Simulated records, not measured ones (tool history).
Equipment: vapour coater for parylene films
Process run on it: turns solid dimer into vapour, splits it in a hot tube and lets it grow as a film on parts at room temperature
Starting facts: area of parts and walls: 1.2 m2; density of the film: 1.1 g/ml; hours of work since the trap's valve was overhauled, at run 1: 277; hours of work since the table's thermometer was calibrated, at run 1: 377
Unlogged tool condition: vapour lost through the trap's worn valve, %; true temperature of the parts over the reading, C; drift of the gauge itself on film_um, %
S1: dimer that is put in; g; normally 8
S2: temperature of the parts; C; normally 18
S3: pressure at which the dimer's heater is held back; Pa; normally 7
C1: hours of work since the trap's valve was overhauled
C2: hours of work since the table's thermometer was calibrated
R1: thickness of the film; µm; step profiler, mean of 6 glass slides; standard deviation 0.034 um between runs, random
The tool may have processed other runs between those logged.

run     day  S1  S2    S3   C1   C2    R1
  1       0   8  18     7  277  377  3.18
  2   0.538   8  18     7  285  385   3.2
  3   1.596   8  18     7  301  401  3.18
  4   2.112   8  18     7  309  409  3.14
  5     2.7   8  18     7  318  418  3.09
      3.262  -- trap's valve overhauled
  6   4.017   8  18     7   12  436  3.43
  7   5.142   8  18     7   29  453   3.4
  8   5.683   8  18     7   37  461  3.38
  9   6.242   8  18  4.38   45  469  3.63
      6.358  -- table's thermometer calibrated
 10     7.4   8  18     7   62   16  3.32
 11   8.071   8  18     7   73   26  3.39
 12   8.988   6  14     7   87   40  2.95
 13   9.579  13  13  3.81   96   49  7.36
 14  10.292   3  23     7  106   60  0.99
     10.417  -- table's thermometer calibrated, once more
 15  11.079   4  23     7  118   10  1.37
 16   11.85   4  23     7  130   22  1.36
 17  13.021   9  18  5.66  147   40  3.93
 18  13.921  10  13   9.2  161   53  4.97
 19  14.775  10  13   9.2  174   66  4.88
 20  15.567   9  18  2.13  186   78   4.5
 21  16.275   5  11  8.92  197   89   2.7

Consider 5 possible next runs. They are alternatives, not a sequence: every one starts from the tool as it was left by run 21. What does each give?
  A  17.288   3  18  6.84  212  105   ?
  B  17.288   6  18     7  212  105   ?
  C  17.288   3  15  8.92  212  105   ?
  D  17.288   5  27  8.92  212  105   ?
  E  17.288   8  15  7.56  212  105   ?

run    R1
  A  1.25
  B   2.5
  C  1.32
  D  1.33
  E   3.7
Stripped of hidden state, with their random variation kept, the same runs would have yielded:
run    R1
  A  1.32
  B  2.62
  C  1.39
  D   1.4
  E  3.89
